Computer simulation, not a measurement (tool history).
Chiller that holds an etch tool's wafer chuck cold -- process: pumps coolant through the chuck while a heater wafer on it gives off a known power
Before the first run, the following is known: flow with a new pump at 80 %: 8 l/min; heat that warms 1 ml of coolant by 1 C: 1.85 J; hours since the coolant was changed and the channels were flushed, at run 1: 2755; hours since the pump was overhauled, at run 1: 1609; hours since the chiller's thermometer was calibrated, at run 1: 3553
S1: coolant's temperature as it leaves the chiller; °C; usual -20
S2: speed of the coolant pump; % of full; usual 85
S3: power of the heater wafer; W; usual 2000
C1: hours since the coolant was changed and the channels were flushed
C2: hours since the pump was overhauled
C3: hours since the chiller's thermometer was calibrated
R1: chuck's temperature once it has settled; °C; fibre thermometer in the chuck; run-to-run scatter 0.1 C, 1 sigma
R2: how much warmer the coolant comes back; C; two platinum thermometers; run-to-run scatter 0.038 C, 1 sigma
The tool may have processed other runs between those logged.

Run 1, hour 0: usual settings; C1 2755; C2 1609; C3 3553. Result: R1 -3.3 °C, R2 7.85 C.
Run 2, hour 93: usual settings; C1 2848; C2 1702; C3 3646. Result: R1 -3.2 °C, R2 7.82 C.
Run 3, hour 166.7: usual settings but S2 98 % of full; C1 2921; C2 1776; C3 3720. Result: R1 -5 °C, R2 6.85 C.
Run 4, hour 239.6: usual settings; C1 2994; C2 1849; C3 3793. Result: R1 -3.1 °C, R2 7.95 C.
Run 5, hour 298.9: usual settings but S1 -16 °C; C1 3053; C2 1908; C3 3852. Result: R1 1 °C, R2 7.91 C.
Run 6, hour 370.2: usual settings but S1 -16 °C; C1 3125; C2 1979; C3 3923. Result: R1 0.9 °C, R2 7.88 C.
Run 7, hour 455.4: usual settings but S1 -16 °C; C1 3210; C2 2065; C3 4008. Result: R1 1 °C, R2 7.85 C.
Run 8, hour 497.2: usual settings; C1 3252; C2 2106; C3 4050. Result: R1 -2.9 °C, R2 7.9 C.
Run 9, hour 536.5: usual settings; C1 3291; C2 2146; C3 4089. Result: R1 -2.7 °C, R2 7.92 C.
Run 10, hour 594.2: usual settings but S1 -14 °C; C1 3349; C2 2203; C3 4147. Result: R1 3.2 °C, R2 7.98 C.
At hour 604.5: chiller's thermometer calibrated.
Run 11, hour 665: usual settings but S1 -27 °C, S2 62 % of full, S3 2290 W; C1 3419; C2 2273; C3 61. Result: R1 -2.4 °C, R2 12.45 C.
Run 12, hour 748: usual settings but S2 76 % of full, S3 1304 W; C1 3502; C2 2356; C3 144. Result: R1 -8.2 °C, R2 5.79 C.
Run 13, hour 834.2: usual settings but S1 -28 °C, S2 86 % of full, S3 1123 W; C1 3588; C2 2442; C3 230. Result: R1 -18.9 °C, R2 4.42 C.
Run 14, hour 908.7: usual settings but S1 -28 °C, S2 78 % of full, S3 2244 W; C1 3662; C2 2517; C3 304. Result: R1 -8.2 °C, R2 9.74 C.

Estimate the outcome of run 15 from the log above:
Run 15, hour 981.1: usual settings but S1 -28 °C, S2 78 % of full, S3 2244 W; C1 3735; C2 2589; C3 377. Result: R1 ?, R2 ?.

R1: -7.9 °C
R2: 9.77 C
With no hidden state in the tool, this same run would have given R1 -10 °C, R2 9.32 C.

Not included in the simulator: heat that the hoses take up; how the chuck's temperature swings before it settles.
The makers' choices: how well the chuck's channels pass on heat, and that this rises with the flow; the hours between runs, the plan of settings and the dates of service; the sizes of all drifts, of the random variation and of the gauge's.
